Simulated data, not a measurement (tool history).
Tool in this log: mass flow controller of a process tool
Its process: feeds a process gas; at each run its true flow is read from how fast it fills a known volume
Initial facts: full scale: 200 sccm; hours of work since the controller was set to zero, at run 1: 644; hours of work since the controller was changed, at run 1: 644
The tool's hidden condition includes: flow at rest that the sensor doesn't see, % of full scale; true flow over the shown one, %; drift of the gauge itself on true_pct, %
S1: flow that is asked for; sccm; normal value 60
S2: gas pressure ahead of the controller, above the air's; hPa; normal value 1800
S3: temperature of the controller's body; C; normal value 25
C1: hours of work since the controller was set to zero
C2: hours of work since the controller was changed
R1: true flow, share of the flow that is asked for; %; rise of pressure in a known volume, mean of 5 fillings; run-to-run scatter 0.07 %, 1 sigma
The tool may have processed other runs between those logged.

run 1 hour=0 | S1=60 S2=1800 S3=25 | C1=644 C2=644 | R1=99.08
run 2 hour=113.2 | S1=60 S2=1800 S3=25 | C1=681 C2=681 | R1=99.22
run 3 hour=184.9 | S1=60 S2=1800 S3=25 | C1=704 C2=704 | R1=99.3
run 4 hour=291.7 | S1=60 S2=1800 S3=25 | C1=738 C2=738 | R1=99.16
run 5 hour=342.6 | S1=60 S2=1800 S3=25 | C1=754 C2=754 | R1=99.15
run 6 hour=444.9 | S1=60 S2=2240 S3=25 | C1=787 C2=787 | R1=99.25
run 7 hour=539.8 | S1=60 S2=1800 S3=27 | C1=817 C2=817 | R1=98.99
run 8 hour=617.8 | S1=60 S2=1800 S3=27 | C1=842 C2=842 | R1=98.94
run 9 hour=690.7 | S1=60 S2=1800 S3=27 | C1=865 C2=865 | R1=99.04
run 10 hour=814 | S1=60 S2=1800 S3=25 | C1=905 C2=905 | R1=98.94
run 11 hour=878.9 | S1=60 S2=1800 S3=25 | C1=925 C2=925 | R1=99.01
run 12 hour=936.3 | S1=60 S2=2190 S3=25 | C1=944 C2=944 | R1=99.13
run 13 hour=996.7 | S1=60 S2=1800 S3=34 | C1=963 C2=963 | R1=98.37
run 14 hour=1059.5 | S1=60 S2=1800 S3=34 | C1=983 C2=983 | R1=98.29
run 15 hour=1121.5 | S1=60 S2=1800 S3=22 | C1=1003 C2=1003 | R1=99.38
run 16 hour=1208.1 | S1=60 S2=1460 S3=25 | C1=1031 C2=1031 | R1=98.97
run 17 hour=1289.4 | S1=60 S2=2690 S3=25 | C1=1057 C2=1057 | R1=99.19
run 18 hour=1410.5 | S1=60 S2=1800 S3=25 | C1=1095 C2=1095 | R1=99.06
run 19 hour=1526.5 | S1=50 S2=2040 S3=30 | C1=1132 C2=1132 | R1=98.77
run 20 hour=1648.8 | S1=60 S2=1800 S3=21 | C1=1172 C2=1172 | R1=99.47
run 21 hour=1718.5 | S1=60 S2=2130 S3=36 | C1=1194 C2=1194 | R1=98.25
run 22 hour=1786.1 | S1=60 S2=2130 S3=36 | C1=1215 C2=1215 | R1=98.12
run 23 hour=1903 | S1=69 S2=2220 S3=25 | C1=1253 C2=1253 | R1=99.28
run 24 hour=2005.4 | S1=149 S2=1570 S3=25 | C1=1286 C2=1286 | R1=99.76
run 25 hour=2105.6 | S1=149 S2=1570 S3=25 | C1=1318 C2=1318 | R1=99.72
run 26 hour=2201.5 | S1=149 S2=1570 S3=25 | C1=1348 C2=1348 | R1=99.56
run 27 hour=2272 | S1=149 S2=1570 S3=25 | C1=1371 C2=1371 | R1=99.75
run 28 hour=2378.1 | S1=151 S2=1410 S3=25 | C1=1405 C2=1405 | R1=99.52
run 29 hour=2458 | S1=151 S2=1410 S3=25 | C1=1430 C2=1430 | R1=99.74
run 30 hour=2570.5 | S1=65 S2=2520 S3=20 | C1=1466 C2=1466 | R1=99.71
run 31 hour=2654.8 | S1=98 S2=2610 S3=35 | C1=1493 C2=1493 | R1=98.6
run 32 hour=2708 | S1=98 S2=2610 S3=35 | C1=1510 C2=1510 | R1=98.57
run 33 hour=2831.8 | S1=95 S2=1900 S3=39 | C1=1550 C2=1550 | R1=98.04
run 34 hour=2950.6 | S1=155 S2=2610 S3=31 | C1=1588 C2=1588 | R1=99.32
run 35 hour=3018.3 | S1=121 S2=1640 S3=38 | C1=1609 C2=1609 | R1=98.22
run 36 hour=3070.6 | S1=60 S2=1800 S3=38 | C1=1626 C2=1626 | R1=97.94

Each row is a separate what-if for the run after 36, all from the same tool condition, not one after another. Results?
run A hour=3124.2 | S1=60 S2=1540 S3=23 | C1=1643 C2=1643 | R1=?
run B hour=3124.2 | S1=24 S2=1800 S3=38 | C1=1643 C2=1643 | R1=?
run C hour=3124.2 | S1=47 S2=2340 S3=27 | C1=1643 C2=1643 | R1=?

run=A R1=99.3
run=B R1=97.83
run=C R1=98.99
Without the tool's unlogged condition, the same runs would have read:
run=A R1=99.29
run=B R1=97.81
run=C R1=98.98
